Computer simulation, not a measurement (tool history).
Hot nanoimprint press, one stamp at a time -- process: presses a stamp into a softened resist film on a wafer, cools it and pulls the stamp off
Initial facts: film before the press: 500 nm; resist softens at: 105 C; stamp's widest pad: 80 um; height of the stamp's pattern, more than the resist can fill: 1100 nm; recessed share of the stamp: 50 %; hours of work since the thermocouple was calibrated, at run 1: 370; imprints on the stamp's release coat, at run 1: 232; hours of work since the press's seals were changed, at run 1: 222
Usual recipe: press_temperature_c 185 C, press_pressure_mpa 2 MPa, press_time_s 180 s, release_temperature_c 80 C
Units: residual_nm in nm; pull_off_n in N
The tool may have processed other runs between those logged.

run,hour,press_temperature_c,press_pressure_mpa,press_time_s,release_temperature_c,hours of work since the thermocouple was calibrated,imprints on the stamp's release coat,hours of work since the press's seals were changed,residual_nm,pull_off_n
1,0,185,2,180,80,370,232,222,294.1,167
2,7.4,185,2,180,80,375,267,226,294.4,167
3,22.4,185,2,180,80,384,336,235,294.1,175
4,36.5,185,2,180,80,392,402,244,294.4,178
5,43.5,185,2,180,80,396,435,248,293.8,176
6,55.9,185,2,180,80,404,492,255,294.4,180
# hour 66.5: plate thermocouple calibrated
7,68.8,185,2,180,80,1,538,261,289.7,174
8,77.5,185,2,180,80,7,579,266,289.5,183
9,86.9,185,2,180,80,12,622,272,288.9,180

Run 10 comes next. What will it give?
10,95.6,185,2,180,80,17,663,277,?,?

residual_nm: 289.1 nm
pull_off_n: 179 N
With the hidden condition absent and the run-to-run variation left alone, this run would have shown residual_nm 298.6 nm, pull_off_n 165 N.
